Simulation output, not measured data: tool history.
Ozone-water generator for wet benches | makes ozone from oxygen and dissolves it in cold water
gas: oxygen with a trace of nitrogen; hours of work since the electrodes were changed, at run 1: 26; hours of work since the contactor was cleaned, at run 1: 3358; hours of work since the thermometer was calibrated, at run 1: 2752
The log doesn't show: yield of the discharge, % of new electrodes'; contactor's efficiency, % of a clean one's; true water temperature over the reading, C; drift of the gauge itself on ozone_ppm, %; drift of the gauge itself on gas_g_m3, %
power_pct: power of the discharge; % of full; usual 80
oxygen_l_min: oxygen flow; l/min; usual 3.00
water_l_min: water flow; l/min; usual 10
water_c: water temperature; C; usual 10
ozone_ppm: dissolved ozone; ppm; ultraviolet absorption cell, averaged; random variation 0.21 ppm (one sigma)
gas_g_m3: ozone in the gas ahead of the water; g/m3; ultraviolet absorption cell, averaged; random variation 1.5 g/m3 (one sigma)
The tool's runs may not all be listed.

run	hour	power_pct	oxygen_l_min	water_l_min	water_c	hours of work since the electrodes were changed	hours of work since the contactor was cleaned	hours of work since the thermometer was calibrated	ozone_ppm	gas_g_m3
1	0.0	80	3.00	10	10	26	3358	2752	31.0	279.4
2	97.0	80	3.00	10	10	90	3422	2816	30.2	278.4
3	190.8	80	3.00	10	10	152	3484	2879	30.7	279.8
4	301.2	45	3.00	10	10	226	3557	2952	18.2	168.8
5	352.8	45	3.00	10	10	260	3592	2986	18.1	167.3
6	404.1	45	3.00	10	10	294	3626	3020	18.5	167.0
7	458.9	45	3.00	10	10	330	3662	3056	18.2	167.0
8	528.8	45	3.00	10	10	376	3708	3102	18.3	167.2
9	584.0	45	3.00	10	10	413	3745	3139	18.5	166.5
10	674.6	45	3.00	10	10	473	3805	3199	18.5	167.2
11	728.2	80	3.00	7	10	508	3840	3234	40.7	280.6
12	781.9	80	3.00	10	10	544	3876	3270	30.9	279.0
# hour 791.0: contactor cleaned
13	898.7	80	3.00	10	10	619	71	3345	30.2	281.9
14	984.2	80	3.00	10	10	675	128	3401	30.4	281.3
15	1085.5	80	3.00	10	10	742	195	3468	30.4	276.3
# hour 1125.4: contactor cleaned, once more
16	1136.5	80	3.00	15	10	773	7	3499	21.5	278.8
17	1240.1	80	3.00	15	10	842	76	3568	21.2	280.7
18	1314.7	66	3.00	15	10	891	125	3617	17.9	235.7
19	1405.2	60	3.00	12	6	951	185	3677	21.5	217.0
20	1505.9	80	2.82	9	11	1018	252	3744	33.7	286.9
21	1560.3	76	3.00	7	14	1054	288	3780	37.2	265.2
22	1614.8	76	3.00	7	6	1090	324	3816	42.5	265.7
23	1670.2	76	3.00	7	6	1127	361	3853	42.1	266.7
24	1724.1	76	4.32	7	12	1162	396	3889	36.1	212.9
25	1833.3	76	4.32	7	12	1235	469	3961	35.9	212.0
26	1920.3	51	3.45	13	6	1292	526	4018	17.3	171.6
27	2012.7	44	2.57	10	10	1354	588	4080	18.2	179.8
28	2093.7	71	3.00	7	10	1407	641	4133	37.1	249.0
29	2195.3	96	3.00	10	17	1474	708	4200	32.6	320.9
30	2290.3	49	3.00	15	10	1537	771	4263	13.8	178.1
31	2400.3	80	3.00	14	10	1610	844	4336	22.3	275.1
32	2472.5	99	1.53	10	11	1658	892	4384	35.5	496.6

Hidden state at the last listed run before each entry between runs and at the first one after, where it differs:
Between runs 12 and 13: contactor cleaned (hour 791.0)
  yield of the discharge, % of new electrodes': 99.6 -> 99.5; contactor's efficiency, % of a clean one's: 96.2 -> 95
  measured less the result without the state, ozone_ppm: -1.0 -> -1.2 ppm; gas_g_m3: -1.3 -> -1.6 g/m3
Between runs 15 and 16: contactor cleaned, once more (hour 1125.4)
  contactor's efficiency, % of a clean one's: 94.9 -> 99.8
  measured less the result without the state, ozone_ppm: -1.3 -> -0.2 ppm; gas_g_m3: -1.9 -> -2.0 g/m3
